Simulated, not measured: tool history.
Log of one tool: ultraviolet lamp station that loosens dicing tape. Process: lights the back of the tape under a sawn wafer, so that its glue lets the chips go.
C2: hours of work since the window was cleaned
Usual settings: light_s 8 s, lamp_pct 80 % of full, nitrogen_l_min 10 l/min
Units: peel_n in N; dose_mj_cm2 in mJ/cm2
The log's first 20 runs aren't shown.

Run 21, hour 234.9: usual settings; hours of work of the lamp 398; C2 55. Result: peel_n 0.265 N, dose_mj_cm2 310 mJ/cm2.
Run 22, hour 249.1: usual settings; hours of work of the lamp 405; C2 63. Result: peel_n 0.283 N, dose_mj_cm2 308 mJ/cm2.
Run 23, hour 256.5: usual settings but light_s 9 s, nitrogen_l_min 8 l/min; hours of work of the lamp 409; C2 66. Result: peel_n 0.236 N, dose_mj_cm2 350 mJ/cm2.
Run 24, hour 274.3: usual settings but light_s 11 s, lamp_pct 83 % of full; hours of work of the lamp 418; C2 76. Result: peel_n 0.151 N, dose_mj_cm2 443 mJ/cm2.
Run 25, hour 282.8: usual settings but light_s 13 s, lamp_pct 83 % of full, nitrogen_l_min 7 l/min; hours of work of the lamp 422; C2 80. Result: peel_n 0.137 N, dose_mj_cm2 525 mJ/cm2.
Run 26, hour 294.3: usual settings but light_s 13 s, lamp_pct 94 % of full, nitrogen_l_min 16 l/min; hours of work of the lamp 428; C2 86. Result: peel_n 0.108 N, dose_mj_cm2 593 mJ/cm2.
Run 27, hour 312.7: usual settings but light_s 13 s, lamp_pct 91 % of full, nitrogen_l_min 8 l/min; hours of work of the lamp 438; C2 95. Result: peel_n 0.125 N, dose_mj_cm2 570 mJ/cm2.
Run 28, hour 325.0: usual settings but light_s 13 s, lamp_pct 91 % of full, nitrogen_l_min 8 l/min; hours of work of the lamp 444; C2 101. Result: peel_n 0.116 N, dose_mj_cm2 572 mJ/cm2.
Run 29, hour 341.9: usual settings but lamp_pct 63 % of full; hours of work of the lamp 453; C2 110. Result: peel_n 0.470 N, dose_mj_cm2 242 mJ/cm2.
Run 30, hour 359.2: usual settings but lamp_pct 63 % of full; hours of work of the lamp 462; C2 119. Result: peel_n 0.470 N, dose_mj_cm2 245 mJ/cm2.
Run 31, hour 376.5: usual settings but lamp_pct 63 % of full, nitrogen_l_min 9 l/min; hours of work of the lamp 470; C2 128. Result: peel_n 0.482 N, dose_mj_cm2 244 mJ/cm2.
Run 32, hour 386.3: usual settings but lamp_pct 68 % of full, nitrogen_l_min 9 l/min; hours of work of the lamp 475; C2 133. Result: peel_n 0.429 N, dose_mj_cm2 267 mJ/cm2.
Run 33, hour 394.0: usual settings but nitrogen_l_min 8 l/min; hours of work of the lamp 479; C2 137. Result: peel_n 0.315 N, dose_mj_cm2 308 mJ/cm2.
Run 34, hour 407.3: usual settings but nitrogen_l_min 8 l/min; hours of work of the lamp 486; C2 143. Result: peel_n 0.310 N, dose_mj_cm2 313 mJ/cm2.
Run 35, hour 423.5: usual settings but nitrogen_l_min 8 l/min; hours of work of the lamp 494; C2 152. Result: peel_n 0.310 N, dose_mj_cm2 309 mJ/cm2.
Run 36, hour 436.5: usual settings but light_s 9 s, lamp_pct 94 % of full, nitrogen_l_min 4 l/min; hours of work of the lamp 501; C2 158. Result: peel_n 0.275 N, dose_mj_cm2 409 mJ/cm2.
Run 37, hour 447.0: usual settings but light_s 9 s, lamp_pct 94 % of full, nitrogen_l_min 4 l/min; hours of work of the lamp 506; C2 164. Result: peel_n 0.271 N, dose_mj_cm2 415 mJ/cm2.
Run 38, hour 463.1: usual settings but light_s 9 s, lamp_pct 94 % of full, nitrogen_l_min 4 l/min; hours of work of the lamp 515; C2 172. Result: peel_n 0.272 N, dose_mj_cm2 408 mJ/cm2.
Run 39, hour 481.3: usual settings but light_s 9 s, lamp_pct 94 % of full, nitrogen_l_min 4 l/min; hours of work of the lamp 524; C2 181. Result: peel_n 0.281 N, dose_mj_cm2 409 mJ/cm2.
Run 40, hour 489.5: usual settings but light_s 9 s, lamp_pct 77 % of full, nitrogen_l_min 4 l/min; hours of work of the lamp 528; C2 185. Result: peel_n 0.434 N, dose_mj_cm2 336 mJ/cm2.
Run 41, hour 501.2: usual settings but light_s 9 s, lamp_pct 77 % of full, nitrogen_l_min 4 l/min; hours of work of the lamp 534; C2 191. Result: peel_n 0.449 N, dose_mj_cm2 333 mJ/cm2.
Run 42, hour 516.1: usual settings but light_s 7 s, nitrogen_l_min 5 l/min; hours of work of the lamp 542; C2 199. Result: peel_n 0.602 N, dose_mj_cm2 274 mJ/cm2.
Run 43, hour 532.4: usual settings but light_s 5 s, nitrogen_l_min 14 l/min; hours of work of the lamp 550; C2 207. Result: peel_n 0.612 N, dose_mj_cm2 192 mJ/cm2.
Run 44, hour 542.7: usual settings but light_s 6 s, nitrogen_l_min 14 l/min; hours of work of the lamp 555; C2 213. Result: peel_n 0.415 N, dose_mj_cm2 234 mJ/cm2.

3 ways to go on from here, each from the tool as it stands after run 44. What would each give?
Run A, hour 554.6: usual settings but light_s 13 s; hours of work of the lamp 561; C2 219. Result: peel_n ?, dose_mj_cm2 ?.
Run B, hour 554.6: usual settings but light_s 13 s, nitrogen_l_min 19 l/min; hours of work of the lamp 561; C2 219. Result: peel_n ?, dose_mj_cm2 ?.
Run C, hour 554.6: usual settings but light_s 5 s, lamp_pct 97 % of full, nitrogen_l_min 13 l/min; hours of work of the lamp 561; C2 219. Result: peel_n ?, dose_mj_cm2 ?.

run  peel_n  dose_mj_cm2
  A   0.127          506
  B   0.118          508
  C   0.425          237
Without the tool's hidden state the same runs would have given:
run  peel_n  dose_mj_cm2
  A   0.127          508
  B   0.118          510
  C   0.422          237
